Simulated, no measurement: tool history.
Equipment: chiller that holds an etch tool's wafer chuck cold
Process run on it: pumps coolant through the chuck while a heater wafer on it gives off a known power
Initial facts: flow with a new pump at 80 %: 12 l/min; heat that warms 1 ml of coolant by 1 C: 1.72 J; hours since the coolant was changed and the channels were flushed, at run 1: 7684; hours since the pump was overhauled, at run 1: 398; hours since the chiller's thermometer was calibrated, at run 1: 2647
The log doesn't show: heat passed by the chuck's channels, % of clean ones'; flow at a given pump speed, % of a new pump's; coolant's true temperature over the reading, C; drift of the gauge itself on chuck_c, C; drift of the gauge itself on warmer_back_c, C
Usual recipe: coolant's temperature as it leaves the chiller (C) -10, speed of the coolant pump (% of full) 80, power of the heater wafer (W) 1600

| run | hour | coolant's temperature as it leaves the chiller (C) | speed of the coolant pump (% of full) | power of the heater wafer (W) | hours since the coolant was changed and the channels were flushed | hours since the pump was overhauled | hours since the chiller's thermometer was calibrated | chuck's temperature once it has settled (C) | how much warmer the coolant comes back (C) |
|---|---|---|---|---|---|---|---|---|---|
| 1 | 0 | -10 | 80 | 1600 | 7684 | 398 | 2647 | 6.2 | 4.73 |
| 2 | 16 | -10 | 80 | 1600 | 7700 | 414 | 2663 | 6.1 | 4.67 |
| 3 | 46.8 | -10 | 80 | 1600 | 7730 | 445 | 2694 | 6.3 | 4.66 |
| 4 | 80.3 | -10 | 80 | 1600 | 7764 | 478 | 2727 | 6 | 4.74 |
| 5 | 107.6 | -10 | 80 | 1600 | 7791 | 505 | 2755 | 6.3 | 4.75 |
| 6 | 124.8 | -10 | 80 | 1220 | 7808 | 523 | 2772 | 2.2 | 3.62 |
| 7 | 142.1 | -19 | 61 | 1223 | 7826 | 540 | 2789 | -4 | 4.72 |
|  | 146.1 | chiller's thermometer calibrated |
| 8 | 161.2 | -19 | 61 | 1223 | 7844 | 558 | 15 | -3.7 | 4.78 |
| 9 | 191.9 | -10 | 86 | 2201 | 7875 | 589 | 46 | 11.6 | 5.99 |
| 10 | 221.6 | -10 | 86 | 2201 | 7904 | 618 | 75 | 11.5 | 6.07 |
| 11 | 248.9 | -6 | 62 | 1600 | 7931 | 646 | 103 | 14.2 | 6.05 |

Each row is a separate what-if for the run after 11, all from the same tool condition, not one after another. Results?
| A | 270.3 | -14 | 62 | 1600 | 7953 | 667 | 124 | ? | ? |
| B | 270.3 | -6 | 62 | 1600 | 7953 | 667 | 124 | ? | ? |
| C | 270.3 | -6 | 72 | 1600 | 7953 | 667 | 124 | ? | ? |
| D | 270.3 | -10 | 87 | 924 | 7953 | 667 | 124 | ? | ? |
| E | 270.3 | -19 | 99 | 1600 | 7953 | 667 | 124 | ? | ? |

| run | chuck's temperature once it has settled (C) | how much warmer the coolant comes back (C) |
|---|---|---|
| A | 6 | 6.04 |
| B | 14 | 6.07 |
| C | 11.8 | 5.29 |
| D | -1 | 2.51 |
| E | -4.9 | 3.79 |
Had the tool no hidden state, the same runs would have come out as:
| run | chuck's temperature once it has settled (C) | how much warmer the coolant comes back (C) |
|---|---|---|
| A | 4.5 | 5.97 |
| B | 12.6 | 6 |
| C | 10.5 | 5.23 |
| D | -1.7 | 2.48 |
| E | -6 | 3.74 |

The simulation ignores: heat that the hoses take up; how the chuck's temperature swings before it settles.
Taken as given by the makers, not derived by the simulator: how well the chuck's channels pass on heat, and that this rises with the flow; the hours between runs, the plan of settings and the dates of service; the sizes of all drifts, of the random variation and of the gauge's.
